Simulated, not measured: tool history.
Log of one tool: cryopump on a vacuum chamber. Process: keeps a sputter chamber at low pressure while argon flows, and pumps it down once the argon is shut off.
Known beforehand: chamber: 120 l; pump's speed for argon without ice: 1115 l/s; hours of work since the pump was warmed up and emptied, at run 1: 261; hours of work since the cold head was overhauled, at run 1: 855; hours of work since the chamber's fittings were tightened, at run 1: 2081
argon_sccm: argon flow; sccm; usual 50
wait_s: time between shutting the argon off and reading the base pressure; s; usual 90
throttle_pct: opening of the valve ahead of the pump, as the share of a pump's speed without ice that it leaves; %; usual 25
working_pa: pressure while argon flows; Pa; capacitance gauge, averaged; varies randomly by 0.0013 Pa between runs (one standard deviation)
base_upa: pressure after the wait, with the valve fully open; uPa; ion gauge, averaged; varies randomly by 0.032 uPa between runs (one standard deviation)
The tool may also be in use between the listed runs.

run,hour,argon_sccm,wait_s,throttle_pct,hours of work since the pump was warmed up and emptied,hours of work since the cold head was overhauled,hours of work since the chamber's fittings were tightened,working_pa,base_upa
1,0.0,50,90,25,261,855,2081,0.3118,4.17
2,26.7,50,90,25,281,874,2100,0.3114,4.18
3,77.6,50,90,25,318,912,2138,0.3146,4.22
4,113.2,50,90,25,345,938,2164,0.3136,4.43
5,161.5,50,41,25,380,973,2199,0.3138,6.10
6,187.2,50,28,25,399,992,2218,0.3158,7.54
7,219.7,50,28,25,423,1016,2242,0.3174,7.74
8,266.9,50,28,25,457,1050,2276,0.3190,7.91
# hour 274.1: leaking fittings of the chamber tightened, without venting
9,298.9,50,28,25,479,1072,18,0.3210,4.95
10,355.0,50,90,25,520,1113,59,0.3209,1.86
11,397.3,50,90,25,551,1144,90,0.3234,1.98
# hour 415.7: pump warmed up, emptied and cooled again
12,455.6,50,90,25,29,1184,129,0.3074,1.88
13,495.8,50,90,44,59,1213,159,0.1760,1.96
14,536.6,50,90,44,89,1243,189,0.1778,1.98
15,584.0,94,66,53,123,1278,224,0.2778,2.55
16,611.1,75,31,25,143,1298,243,0.4638,4.88
17,639.3,28,31,34,164,1318,264,0.1290,4.67
18,686.1,52,81,34,198,1353,298,0.2407,2.23
19,725.3,52,81,34,227,1381,327,0.2423,2.29
20,774.4,74,22,26,263,1417,363,0.4463,6.60
21,808.3,30,108,31,288,1442,388,0.1547,1.90
22,860.8,30,108,31,326,1481,427,0.1551,2.10
23,883.9,62,281,48,343,1498,443,0.2117,1.33
24,913.0,50,42,20,365,1519,465,0.3925,3.95
25,947.1,50,50,25,390,1544,490,0.3193,3.47
26,993.7,87,242,38,424,1578,524,0.3733,1.57
27,1024.5,27,113,28,446,1601,546,0.1560,2.20

Each row is a separate what-if for the run after 27, all from the same tool condition, not one after another. Results?
A,1054.9,98,33,25,469,1623,569,?,?
B,1054.9,28,55,22,469,1623,569,?,?
C,1054.9,50,90,44,469,1623,569,?,?

run,working_pa,base_upa
A,0.6317,4.97
B,0.2031,3.33
C,0.1918,2.53
Take away the tool's hidden state, keep each run's random variation, and the runs would have read:
run,working_pa,base_upa
A,0.5952,4.13
B,0.1927,2.52
C,0.1731,1.69
